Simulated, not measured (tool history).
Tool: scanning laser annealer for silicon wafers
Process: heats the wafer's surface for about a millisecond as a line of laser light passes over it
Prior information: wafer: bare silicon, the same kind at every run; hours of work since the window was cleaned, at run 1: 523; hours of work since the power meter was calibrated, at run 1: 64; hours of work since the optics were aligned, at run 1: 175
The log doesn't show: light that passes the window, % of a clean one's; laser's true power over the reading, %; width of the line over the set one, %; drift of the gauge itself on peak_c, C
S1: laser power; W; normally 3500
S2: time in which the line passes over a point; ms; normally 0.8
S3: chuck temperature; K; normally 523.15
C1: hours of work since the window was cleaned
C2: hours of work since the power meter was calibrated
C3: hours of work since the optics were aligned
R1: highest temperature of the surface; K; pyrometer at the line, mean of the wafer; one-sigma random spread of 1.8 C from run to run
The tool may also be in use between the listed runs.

run 1 day=0 | S1=3500 S2=0.8 S3=523.15 | C1=523 C2=64 C3=175 | R1=1309.15
run 2 day=0.508 | S1=3500 S2=0.8 S3=523.15 | C1=532 C2=72 C3=184 | R1=1307.15
run 3 day=0.942 | S1=3500 S2=0.986 S3=523.15 | C1=540 C2=80 C3=191 | R1=1396.15
run 4 day=1.279 | S1=3500 S2=0.679 S3=523.15 | C1=546 C2=86 C3=197 | R1=1245.15
run 5 day=1.879 | S1=3500 S2=0.679 S3=523.15 | C1=556 C2=96 C3=208 | R1=1246.15
run 6 day=2.521 | S1=3500 S2=0.679 S3=485.15 | C1=567 C2=107 C3=219 | R1=1208.15
run 7 day=3.1 | S1=3500 S2=0.679 S3=485.15 | C1=577 C2=118 C3=229 | R1=1206.15
run 8 day=3.688 | S1=3500 S2=0.8 S3=502.15 | C1=588 C2=128 C3=239 | R1=1282.15
run 9 day=4.258 | S1=3500 S2=0.8 S3=502.15 | C1=597 C2=138 C3=249 | R1=1278.15
run 10 day=4.558 | S1=3500 S2=0.8 S3=502.15 | C1=603 C2=143 C3=254 | R1=1281.15
run 11 day=5.071 | S1=3500 S2=0.8 S3=502.15 | C1=612 C2=152 C3=263 | R1=1281.15
run 12 day=5.362 | S1=2992 S2=0.8 S3=502.15 | C1=617 C2=157 C3=268 | R1=1172.15
run 13 day=5.829 | S1=3500 S2=0.8 S3=523.15 | C1=625 C2=165 C3=276 | R1=1304.15
run 14 day=6.221 | S1=3500 S2=0.8 S3=496.15 | C1=632 C2=172 C3=283 | R1=1274.15
-- day=6.429 window over the wafer cleaned
run 15 day=6.938 | S1=3500 S2=0.8 S3=523.15 | C1=9 C2=183 C3=294 | R1=1330.15
run 16 day=7.471 | S1=3500 S2=0.718 S3=523.15 | C1=18 C2=192 C3=304 | R1=1283.15
run 17 day=8.021 | S1=3500 S2=0.718 S3=523.15 | C1=28 C2=202 C3=313 | R1=1288.15
run 18 day=8.592 | S1=3500 S2=0.718 S3=523.15 | C1=38 C2=212 C3=323 | R1=1285.15
run 19 day=9.088 | S1=3500 S2=0.625 S3=506.15 | C1=46 C2=220 C3=332 | R1=1219.15
run 20 day=9.521 | S1=3500 S2=0.8 S3=498.15 | C1=54 C2=228 C3=339 | R1=1300.15
run 21 day=9.85 | S1=3500 S2=0.8 S3=495.15 | C1=60 C2=234 C3=345 | R1=1299.15
run 22 day=10.35 | S1=3576 S2=0.8 S3=523.15 | C1=68 C2=242 C3=354 | R1=1345.15
run 23 day=10.954 | S1=3394 S2=0.879 S3=542.15 | C1=79 C2=253 C3=364 | R1=1357.15
run 24 day=11.467 | S1=3394 S2=0.879 S3=542.15 | C1=88 C2=262 C3=373 | R1=1356.15
run 25 day=11.779 | S1=3500 S2=0.596 S3=549.15 | C1=93 C2=267 C3=379 | R1=1245.15
run 26 day=12.196 | S1=3215 S2=0.8 S3=508.15 | C1=100 C2=275 C3=386 | R1=1251.15
run 27 day=12.462 | S1=3609 S2=0.819 S3=523.15 | C1=105 C2=279 C3=391 | R1=1357.15
run 28 day=12.912 | S1=3609 S2=0.819 S3=535.15 | C1=113 C2=287 C3=398 | R1=1370.15
run 29 day=13.346 | S1=3609 S2=0.93 S3=536.15 | C1=120 C2=295 C3=406 | R1=1423.15
run 30 day=13.629 | S1=3609 S2=0.93 S3=536.15 | C1=125 C2=299 C3=411 | R1=1424.15
run 31 day=13.904 | S1=3609 S2=0.93 S3=536.15 | C1=130 C2=304 C3=416 | R1=1422.15
run 32 day=14.246 | S1=3609 S2=0.93 S3=536.15 | C1=136 C2=310 C3=422 | R1=1422.15
run 33 day=14.742 | S1=3609 S2=0.93 S3=536.15 | C1=145 C2=319 C3=430 | R1=1421.15
run 34 day=15.175 | S1=3725 S2=0.712 S3=503.15 | C1=152 C2=326 C3=438 | R1=1303.15
run 35 day=15.8 | S1=3618 S2=0.712 S3=503.15 | C1=163 C2=337 C3=449 | R1=1281.15

Across each entry between runs, compare the hidden state at the last listed run before it with the hidden state at the first listed run after it:
In the gap between runs 14 and 15: window over the wafer cleaned (day 6.429)
  light that passes the window, % of a clean one's: 95.87 -> 99.8; laser's true power over the reading, %: -0.05 -> -0.06; width of the line over the set one, %: 0.43 -> 0.45
  measured minus no-state result, R1: -34 -> -4 K
